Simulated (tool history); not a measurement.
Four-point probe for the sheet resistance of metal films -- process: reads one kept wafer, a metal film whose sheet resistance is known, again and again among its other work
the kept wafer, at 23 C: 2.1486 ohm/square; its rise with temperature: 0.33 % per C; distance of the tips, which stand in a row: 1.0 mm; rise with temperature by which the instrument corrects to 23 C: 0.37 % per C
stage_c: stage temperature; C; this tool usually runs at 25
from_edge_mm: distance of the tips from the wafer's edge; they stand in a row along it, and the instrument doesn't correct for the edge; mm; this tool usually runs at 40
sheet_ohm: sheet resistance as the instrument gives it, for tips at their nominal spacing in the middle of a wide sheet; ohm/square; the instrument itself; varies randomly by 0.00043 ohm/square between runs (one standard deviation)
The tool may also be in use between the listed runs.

run	hour	stage_c	from_edge_mm	sheet_ohm
1	0	25	40	2.148317
2	42.8	27	40	2.146633
3	92.6	27	40	2.146023
4	139.2	25	40	2.147887
5	186.1	23	40	2.14986
6	225.1	23	40	2.149357
7	266.5	34	40	2.141017
8	287.1	34	40	2.141257
9	309.4	21	40	2.150556
10	358.6	25	7	2.170257
11	379.5	25	7	2.17059
12	428.2	25	40	2.147861
13	470.5	18	40	2.153243
14	507.3	18	40	2.152998
15	555.7	18	40	2.154261
16	603.2	18	40	2.153978
17	626	18	40	2.15326
18	650.6	18	40	2.153753
19	683.4	18	40	2.154225
20	703.8	25	11	2.156536
21	750.2	25	4	2.217491
22	772.6	25	62	2.147633
23	802	31	41	2.142167
24	841.5	32	7	2.165252
25	889.4	32	7	2.165726
26	926.3	32	7	2.16533
27	961	32	7	2.164692
28	998.1	25	17	2.150239
29	1031.1	25	17	2.152493
30	1066.2	19	27	2.153438
31	1095.2	21	6	2.182253
32	1131.5	25	43	2.146811
33	1170.2	18	6	2.184413
34	1195.8	31	22	2.145928
35	1229.4	31	22	2.145499
36	1252	25	56	2.147189
37	1277.5	25	50	2.147495
38	1321.5	25	50	2.147399
39	1367.7	23	19	2.151876

What if the next run were any one of these 4? Each begins from the tool's condition after run 39:
A	1393.8	34	5	?
B	1393.8	23	3	?
C	1393.8	29	38	?
D	1393.8	23	42	?

run	sheet_ohm
A	2.184667
B	2.269662
C	2.144982
D	2.150067
Stripped of hidden state, with their random variation kept, the same runs would have yielded:
run	sheet_ohm
A	2.184595
B	2.269589
C	2.144912
D	2.149998
